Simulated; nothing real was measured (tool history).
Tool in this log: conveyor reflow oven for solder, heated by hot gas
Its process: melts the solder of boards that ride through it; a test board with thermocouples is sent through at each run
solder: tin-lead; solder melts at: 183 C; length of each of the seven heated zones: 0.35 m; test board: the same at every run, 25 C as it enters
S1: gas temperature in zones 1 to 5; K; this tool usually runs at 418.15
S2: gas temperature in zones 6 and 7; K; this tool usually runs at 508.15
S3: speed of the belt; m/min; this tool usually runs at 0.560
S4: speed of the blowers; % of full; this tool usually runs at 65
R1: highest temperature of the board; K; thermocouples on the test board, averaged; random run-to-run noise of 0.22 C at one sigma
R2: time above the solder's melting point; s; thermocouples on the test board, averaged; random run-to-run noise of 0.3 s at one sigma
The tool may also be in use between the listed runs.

| run | hour | S1 | S2 | S3 | S4 | R1 | R2 |
|---|---|---|---|---|---|---|---|
| 1 | 0.0 | 418.15 | 508.15 | 0.560 | 65 | 495.15 | 62.7 |
| 2 | 95.0 | 418.15 | 508.15 | 0.560 | 65 | 494.45 | 62.6 |
| 3 | 159.1 | 418.15 | 508.15 | 0.560 | 65 | 495.15 | 62.2 |
| 4 | 218.4 | 418.15 | 508.15 | 0.560 | 65 | 494.95 | 62.6 |
| 5 | 287.0 | 418.15 | 508.15 | 0.560 | 65 | 494.55 | 62.2 |
| 6 | 346.2 | 412.15 | 508.15 | 0.560 | 65 | 493.15 | 58.8 |
| 7 | 416.2 | 412.15 | 508.15 | 0.560 | 65 | 492.85 | 59.1 |
|  | 435.5 | flux residue cleaned out of gas plates and filters |
| 8 | 509.6 | 412.15 | 508.15 | 0.560 | 65 | 494.05 | 59.8 |
| 9 | 554.6 | 412.15 | 508.15 | 0.560 | 65 | 494.15 | 59.9 |
| 10 | 618.2 | 418.15 | 508.15 | 0.560 | 65 | 495.15 | 62.7 |
| 11 | 663.5 | 418.15 | 508.15 | 0.560 | 65 | 494.55 | 62.6 |
| 12 | 718.0 | 418.15 | 508.15 | 0.560 | 65 | 494.35 | 62.7 |
| 13 | 760.8 | 418.15 | 508.15 | 0.560 | 76 | 497.25 | 64.8 |
| 14 | 857.9 | 418.15 | 508.15 | 0.560 | 76 | 497.45 | 65.3 |
|  | 890.9 | flux residue cleaned out of gas plates and filters |
| 15 | 908.7 | 414.15 | 508.15 | 0.560 | 65 | 495.25 | 61.7 |
| 16 | 950.7 | 418.15 | 507.15 | 0.560 | 60 | 493.05 | 62.2 |
| 17 | 1016.6 | 418.15 | 507.15 | 0.560 | 60 | 493.15 | 61.5 |
| 18 | 1059.4 | 418.15 | 507.15 | 0.560 | 60 | 492.75 | 61.0 |
| 19 | 1119.6 | 418.15 | 507.15 | 0.513 | 60 | 495.45 | 69.6 |
| 20 | 1185.1 | 418.15 | 497.15 | 0.513 | 62 | 486.85 | 62.6 |
| 21 | 1263.7 | 418.15 | 497.15 | 0.640 | 62 | 481.05 | 44.0 |
|  | 1272.9 | belt drive overhauled, speed set with a stopwatch |
|  | 1345.0 | flux residue cleaned out of gas plates and filters |
| 22 | 1345.0 | 433.15 | 516.15 | 0.538 | 71 | 508.25 | 79.9 |
| 23 | 1404.8 | 433.15 | 516.15 | 0.538 | 71 | 508.05 | 80.6 |
| 24 | 1449.0 | 413.15 | 497.15 | 0.575 | 84 | 489.75 | 58.4 |
|  | 1489.8 | belt drive overhauled, speed set with a stopwatch, once more |
| 25 | 1527.8 | 413.15 | 497.15 | 0.575 | 84 | 488.25 | 55.4 |
| 26 | 1576.2 | 413.15 | 497.15 | 0.478 | 84 | 492.45 | 71.5 |
| 27 | 1661.2 | 419.15 | 512.15 | 0.478 | 84 | 506.75 | 81.0 |
| 28 | 1749.3 | 409.15 | 506.15 | 0.560 | 65 | 491.15 | 56.9 |
|  | 1799.5 | flux residue cleaned out of gas plates and filters |
| 29 | 1828.0 | 409.15 | 506.15 | 0.560 | 65 | 492.35 | 57.6 |

Consider 4 possible next runs. They are alternatives, not a sequence: every one starts from the tool as it was left by run 29. What does each give?
| A | 1895.4 | 418.15 | 514.15 | 0.542 | 65 | ? | ? |
| B | 1895.4 | 409.15 | 506.15 | 0.567 | 67 | ? | ? |
| C | 1895.4 | 404.15 | 506.15 | 0.560 | 50 | ? | ? |
| D | 1895.4 | 428.15 | 508.15 | 0.560 | 65 | ? | ? |

| run | R1 | R2 |
|---|---|---|
| A | 501.65 | 68.7 |
| B | 492.15 | 56.8 |
| C | 484.85 | 47.9 |
| D | 497.35 | 67.9 |
Without the tool's unlogged condition, the same runs would have read:
| run | R1 | R2 |
|---|---|---|
| A | 499.95 | 67.6 |
| B | 490.55 | 55.6 |
| C | 483.25 | 46.3 |
| D | 495.65 | 66.7 |
